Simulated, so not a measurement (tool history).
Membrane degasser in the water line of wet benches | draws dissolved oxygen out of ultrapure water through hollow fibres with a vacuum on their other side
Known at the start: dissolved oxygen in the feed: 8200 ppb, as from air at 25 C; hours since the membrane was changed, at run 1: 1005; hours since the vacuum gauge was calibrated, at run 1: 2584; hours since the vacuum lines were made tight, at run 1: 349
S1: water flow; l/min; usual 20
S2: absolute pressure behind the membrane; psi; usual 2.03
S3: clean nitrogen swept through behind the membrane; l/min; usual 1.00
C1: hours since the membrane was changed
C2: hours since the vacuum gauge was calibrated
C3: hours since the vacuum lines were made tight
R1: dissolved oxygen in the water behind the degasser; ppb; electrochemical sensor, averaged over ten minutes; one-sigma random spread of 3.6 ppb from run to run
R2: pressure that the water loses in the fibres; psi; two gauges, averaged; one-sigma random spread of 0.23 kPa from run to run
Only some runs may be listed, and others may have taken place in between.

run,hour,S1,S2,S3,C1,C2,C3,R1,R2
1,0.0,20,2.03,1.00,1005,2584,349,569.3,8.131
2,37.4,20,2.03,1.00,1042,2622,386,571.7,8.179
3,81.7,31,2.03,1.00,1087,2666,431,948.3,12.704
4,116.5,31,2.03,1.00,1121,2701,465,935.3,12.759
5,148.3,31,2.03,1.00,1153,2733,497,939.9,12.724
6,190.4,20,1.22,1.00,1195,2775,539,342.4,8.219
7,261.7,20,1.22,1.00,1267,2846,611,345.6,8.153
8,316.6,20,1.22,1.00,1321,2901,665,342.7,8.158
9,387.5,20,1.22,1.00,1392,2972,736,341.3,8.209
10,450.2,20,1.22,1.00,1455,3034,799,341.7,8.192
# hour 456.5: vacuum gauge calibrated
11,502.0,25,1.91,1.17,1506,45,850,633.8,10.274
12,538.2,16,2.18,1.06,1543,82,887,456.9,6.512
13,607.0,13,3.29,2.59,1611,151,955,265.4,5.310
14,684.0,31,3.29,2.59,1688,227,1032,804.1,12.743
# hour 716.9: vacuum gauge calibrated, once more
15,745.1,18,3.13,2.59,1749,28,1093,380.6,7.368
16,786.5,31,2.03,0.73,1790,70,1134,1091.8,12.731
17,861.8,22,3.58,1.00,1866,145,1210,1061.5,8.979
18,908.5,25,2.03,0.62,1912,192,1256,970.1,10.230
19,951.8,14,1.48,0.58,1956,235,1300,397.6,5.764
20,985.6,14,1.48,0.58,1989,269,1333,399.2,5.790

5 options for the next run, each taken on its own from the tool as it stands now. Forecast them:
A,1042.6,15,3.86,0.48,2046,326,1390,?,?
B,1042.6,21,3.92,0.71,2046,326,1390,?,?
C,1042.6,28,2.12,1.00,2046,326,1390,?,?
D,1042.6,27,3.32,1.00,2046,326,1390,?,?
E,1042.6,30,3.55,1.41,2046,326,1390,?,?

run,R1,R2
A,1372.8,6.161
B,1383.2,8.656
C,868.3,11.490
D,1225.2,11.104
E,1148.0,12.409
What these runs would have given with no unlogged condition in the tool:
run,R1,R2
A,1363.5,6.087
B,1372.9,8.554
C,855.7,11.355
D,1212.9,10.974
E,1134.6,12.264

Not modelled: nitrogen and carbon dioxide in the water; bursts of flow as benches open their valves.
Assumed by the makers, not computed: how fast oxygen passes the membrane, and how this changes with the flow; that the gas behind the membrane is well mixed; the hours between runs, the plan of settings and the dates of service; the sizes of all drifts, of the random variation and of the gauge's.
